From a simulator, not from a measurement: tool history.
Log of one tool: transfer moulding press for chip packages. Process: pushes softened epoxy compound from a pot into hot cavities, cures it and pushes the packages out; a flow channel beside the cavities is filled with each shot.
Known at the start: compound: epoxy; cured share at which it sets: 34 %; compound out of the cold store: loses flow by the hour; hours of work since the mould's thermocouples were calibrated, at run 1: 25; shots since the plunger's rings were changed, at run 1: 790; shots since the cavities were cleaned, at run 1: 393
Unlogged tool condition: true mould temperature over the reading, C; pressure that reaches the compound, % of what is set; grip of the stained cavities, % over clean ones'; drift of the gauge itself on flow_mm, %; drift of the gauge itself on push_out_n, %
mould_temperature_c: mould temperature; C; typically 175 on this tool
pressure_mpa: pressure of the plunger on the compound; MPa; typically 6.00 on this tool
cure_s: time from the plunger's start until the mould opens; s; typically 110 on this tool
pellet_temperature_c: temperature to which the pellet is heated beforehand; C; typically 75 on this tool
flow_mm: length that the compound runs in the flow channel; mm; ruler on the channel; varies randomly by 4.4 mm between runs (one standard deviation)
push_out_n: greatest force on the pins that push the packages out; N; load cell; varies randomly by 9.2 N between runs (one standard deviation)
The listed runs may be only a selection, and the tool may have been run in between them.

run   hour  mould_temperature_c  pressure_mpa  cure_s  pellet_temperature_c  hours of work since the mould's thermocouples were calibrated  shots since the plunger's rings were changed  shots since the cavities were cleaned  incoming compound's hours out of the cold store  flow_mm  push_out_n
  1    0.0                  175          6.00     110                    75                                                             25                                           790                                    393                                             13.7      591         425
  2    8.8                  175          6.00     110                    75                                                             32                                           884                                    487                                             42.6      547         402
  3   13.7                  175          6.00     110                    75                                                             35                                           937                                    540                                             46.7      541         406
  4   23.5                  175          6.00     110                    75                                                             42                                          1043                                    646                                             26.7      577         414
  5   33.0                  175          6.00     110                    70                                                             49                                          1145                                    748                                             39.4      558         410
  6   41.6                  175          6.00     110                    75                                                             55                                          1237                                    840                                             22.5      581         413
      48.5  -- cavities cleaned with cleaning compound and waxed
  7   52.3                  175          6.00     110                    75                                                             61                                          1336                                     40                                             29.6      577         400
  8   59.9                  175          6.00     110                    75                                                             66                                          1419                                    123                                             45.5      545         414
  9   66.3                  175          6.00     122                    75                                                             71                                          1488                                    192                                             42.1      552         381
 10   76.3                  175          6.00     110                    75                                                             78                                          1596                                    300                                             39.5      555         401
 11   87.5                  175          6.00     110                    75                                                             86                                          1716                                    420                                             36.8      555         408
 12   97.5                  175          6.00     110                    75                                                             93                                          1824                                    528                                             21.2      581         418
 13  107.4                  175          6.00     110                    75                                                             99                                          1930                                    634                                             26.8      572         419
 14  118.0                  175          6.00     110                    75                                                            107                                          2044                                    748                                             39.4      555         409
 15  125.5                  175          6.00     140                    75                                                            112                                          2125                                    829                                             15.7      591         374
     133.5  -- cavities cleaned with cleaning compound and waxed
 16  133.9                  181          6.01      93                    78                                                            117                                          2199                                      4                                             46.7      524         395
 17  139.3                  181          6.01      93                    78                                                            121                                          2257                                     62                                             42.8      541         376

What does the tool deliver on the next run?
 18  144.4                  181          6.01      93                    78                                                            124                                          2312                                    117                                             42.2        ?           ?

Run 18 yielded flow_mm 536 mm, push_out_n 397 N.
With the hidden condition absent and the run-to-run variation left alone, this run would have shown flow_mm 536 mm, push_out_n 395 N.
